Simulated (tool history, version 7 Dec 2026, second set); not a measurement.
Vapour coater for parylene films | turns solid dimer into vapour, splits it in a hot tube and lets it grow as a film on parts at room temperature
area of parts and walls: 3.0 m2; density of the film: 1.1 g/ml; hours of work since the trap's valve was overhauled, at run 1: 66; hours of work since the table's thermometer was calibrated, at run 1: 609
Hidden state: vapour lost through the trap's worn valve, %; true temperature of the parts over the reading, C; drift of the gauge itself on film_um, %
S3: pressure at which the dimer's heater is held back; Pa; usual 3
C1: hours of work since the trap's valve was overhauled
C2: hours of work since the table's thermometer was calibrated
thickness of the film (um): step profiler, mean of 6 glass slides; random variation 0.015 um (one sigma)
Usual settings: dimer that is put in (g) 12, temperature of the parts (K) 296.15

run 1 hour=0 | dimer_that_is_put_in_(g)=12 temperature_of_the_parts_(K)=296.15 S3=3 | C1=66 C2=609 | thickness_of_the_film_(um)=3.16
run 2 hour=13.5 | dimer_that_is_put_in_(g)=12 temperature_of_the_parts_(K)=296.15 S3=3 | C1=74 C2=617 | thickness_of_the_film_(um)=3.12
run 3 hour=36.5 | dimer_that_is_put_in_(g)=12 temperature_of_the_parts_(K)=296.15 S3=3 | C1=87 C2=630 | thickness_of_the_film_(um)=3.18
run 4 hour=51.8 | dimer_that_is_put_in_(g)=12 temperature_of_the_parts_(K)=296.15 S3=9.94 | C1=96 C2=640 | thickness_of_the_film_(um)=2.36
run 5 hour=63.4 | dimer_that_is_put_in_(g)=11 temperature_of_the_parts_(K)=296.15 S3=3 | C1=103 C2=646 | thickness_of_the_film_(um)=2.89
run 6 hour=75.2 | dimer_that_is_put_in_(g)=11 temperature_of_the_parts_(K)=296.15 S3=3 | C1=110 C2=653 | thickness_of_the_film_(um)=2.89
run 7 hour=87.9 | dimer_that_is_put_in_(g)=12 temperature_of_the_parts_(K)=296.15 S3=4.02 | C1=118 C2=661 | thickness_of_the_film_(um)=2.92
run 8 hour=108.5 | dimer_that_is_put_in_(g)=12 temperature_of_the_parts_(K)=296.15 S3=4.02 | C1=130 C2=673 | thickness_of_the_film_(um)=2.92
run 9 hour=130.6 | dimer_that_is_put_in_(g)=12 temperature_of_the_parts_(K)=296.15 S3=4.02 | C1=143 C2=686 | thickness_of_the_film_(um)=2.91
run 10 hour=144.1 | dimer_that_is_put_in_(g)=12 temperature_of_the_parts_(K)=296.15 S3=2.48 | C1=151 C2=694 | thickness_of_the_film_(um)=3.27
run 11 hour=156 | dimer_that_is_put_in_(g)=16 temperature_of_the_parts_(K)=296.15 S3=3 | C1=158 C2=701 | thickness_of_the_film_(um)=4.15
run 12 hour=172.2 | dimer_that_is_put_in_(g)=16 temperature_of_the_parts_(K)=294.15 S3=3 | C1=168 C2=711 | thickness_of_the_film_(um)=4.29
run 13 hour=186.9 | dimer_that_is_put_in_(g)=12 temperature_of_the_parts_(K)=295.15 S3=3 | C1=176 C2=720 | thickness_of_the_film_(um)=3.17
run 14 hour=199.1 | dimer_that_is_put_in_(g)=12 temperature_of_the_parts_(K)=293.15 S3=3 | C1=184 C2=727 | thickness_of_the_film_(um)=3.28
run 15 hour=222.4 | dimer_that_is_put_in_(g)=12 temperature_of_the_parts_(K)=296.15 S3=3 | C1=197 C2=741 | thickness_of_the_film_(um)=3.1
run 16 hour=244.4 | dimer_that_is_put_in_(g)=12 temperature_of_the_parts_(K)=296.15 S3=3 | C1=210 C2=754 | thickness_of_the_film_(um)=3.08
-- hour=250.6 trap's valve overhauled
run 17 hour=266.2 | dimer_that_is_put_in_(g)=12 temperature_of_the_parts_(K)=296.15 S3=3 | C1=9 C2=764 | thickness_of_the_film_(um)=3.05
run 18 hour=279.1 | dimer_that_is_put_in_(g)=12 temperature_of_the_parts_(K)=296.15 S3=3 | C1=17 C2=772 | thickness_of_the_film_(um)=3.05
run 19 hour=289.7 | dimer_that_is_put_in_(g)=12 temperature_of_the_parts_(K)=296.15 S3=3 | C1=23 C2=778 | thickness_of_the_film_(um)=3.05
run 20 hour=310.5 | dimer_that_is_put_in_(g)=14 temperature_of_the_parts_(K)=296.15 S3=3 | C1=35 C2=790 | thickness_of_the_film_(um)=3.53
run 21 hour=334.9 | dimer_that_is_put_in_(g)=14 temperature_of_the_parts_(K)=296.15 S3=3 | C1=50 C2=805 | thickness_of_the_film_(um)=3.5
run 22 hour=359.6 | dimer_that_is_put_in_(g)=12 temperature_of_the_parts_(K)=296.15 S3=6.02 | C1=65 C2=819 | thickness_of_the_film_(um)=2.55
run 23 hour=372 | dimer_that_is_put_in_(g)=12 temperature_of_the_parts_(K)=296.15 S3=8.41 | C1=72 C2=827 | thickness_of_the_film_(um)=2.35
run 24 hour=386 | dimer_that_is_put_in_(g)=12 temperature_of_the_parts_(K)=294.15 S3=4.94 | C1=80 C2=835 | thickness_of_the_film_(um)=2.76
-- hour=392.2 trap's valve overhauled, once more
run 25 hour=404.6 | dimer_that_is_put_in_(g)=5 temperature_of_the_parts_(K)=296.15 S3=5.77 | C1=7 C2=844 | thickness_of_the_film_(um)=1.15
run 26 hour=416.1 | dimer_that_is_put_in_(g)=13 temperature_of_the_parts_(K)=305.15 S3=10.14 | C1=14 C2=851 | thickness_of_the_film_(um)=2.18
run 27 hour=438.7 | dimer_that_is_put_in_(g)=7 temperature_of_the_parts_(K)=305.15 S3=6.56 | C1=28 C2=864 | thickness_of_the_film_(um)=1.3
run 28 hour=451.4 | dimer_that_is_put_in_(g)=7 temperature_of_the_parts_(K)=305.15 S3=6.56 | C1=35 C2=871 | thickness_of_the_film_(um)=1.32
run 29 hour=469.3 | dimer_that_is_put_in_(g)=13 temperature_of_the_parts_(K)=304.15 S3=6.85 | C1=46 C2=882 | thickness_of_the_film_(um)=2.45
run 30 hour=493.7 | dimer_that_is_put_in_(g)=22 temperature_of_the_parts_(K)=295.15 S3=3 | C1=60 C2=897 | thickness_of_the_film_(um)=5.91
run 31 hour=512 | dimer_that_is_put_in_(g)=22 temperature_of_the_parts_(K)=295.15 S3=3 | C1=71 C2=907 | thickness_of_the_film_(um)=5.9
run 32 hour=533.1 | dimer_that_is_put_in_(g)=6 temperature_of_the_parts_(K)=291.15 S3=11.05 | C1=83 C2=920 | thickness_of_the_film_(um)=1.27
run 33 hour=551.9 | dimer_that_is_put_in_(g)=6 temperature_of_the_parts_(K)=291.15 S3=11.05 | C1=95 C2=931 | thickness_of_the_film_(um)=1.27
run 34 hour=569.7 | dimer_that_is_put_in_(g)=6 temperature_of_the_parts_(K)=291.15 S3=2.6 | C1=105 C2=942 | thickness_of_the_film_(um)=1.75
run 35 hour=585.4 | dimer_that_is_put_in_(g)=13 temperature_of_the_parts_(K)=296.15 S3=4.41 | C1=114 C2=951 | thickness_of_the_film_(um)=3.12
run 36 hour=604.8 | dimer_that_is_put_in_(g)=13 temperature_of_the_parts_(K)=296.15 S3=4.41 | C1=126 C2=962 | thickness_of_the_film_(um)=3.1
run 37 hour=624.5 | dimer_that_is_put_in_(g)=16 temperature_of_the_parts_(K)=299.15 S3=2.18 | C1=138 C2=974 | thickness_of_the_film_(um)=4.26
run 38 hour=639.1 | dimer_that_is_put_in_(g)=12 temperature_of_the_parts_(K)=293.15 S3=9.16 | C1=146 C2=983 | thickness_of_the_film_(um)=2.54
run 39 hour=663.3 | dimer_that_is_put_in_(g)=12 temperature_of_the_parts_(K)=293.15 S3=9.16 | C1=161 C2=997 | thickness_of_the_film_(um)=2.52

Forecast each of these 3 alternatives for the next run:
run A hour=680.8 | dimer_that_is_put_in_(g)=12 temperature_of_the_parts_(K)=296.15 S3=3.93 | C1=171 C2=1007 | thickness_of_the_film_(um)=?
run B hour=680.8 | dimer_that_is_put_in_(g)=11 temperature_of_the_parts_(K)=296.15 S3=3 | C1=171 C2=1007 | thickness_of_the_film_(um)=?
run C hour=680.8 | dimer_that_is_put_in_(g)=21 temperature_of_the_parts_(K)=290.15 S3=11.48 | C1=171 C2=1007 | thickness_of_the_film_(um)=?

run=A thickness_of_the_film_(um)=2.92
run=B thickness_of_the_film_(um)=2.86
run=C thickness_of_the_film_(um)=4.44
Without the tool's hidden state the same runs would have given:
run=A thickness_of_the_film_(um)=2.99
run=B thickness_of_the_film_(um)=2.93
run=C thickness_of_the_film_(um)=4.55
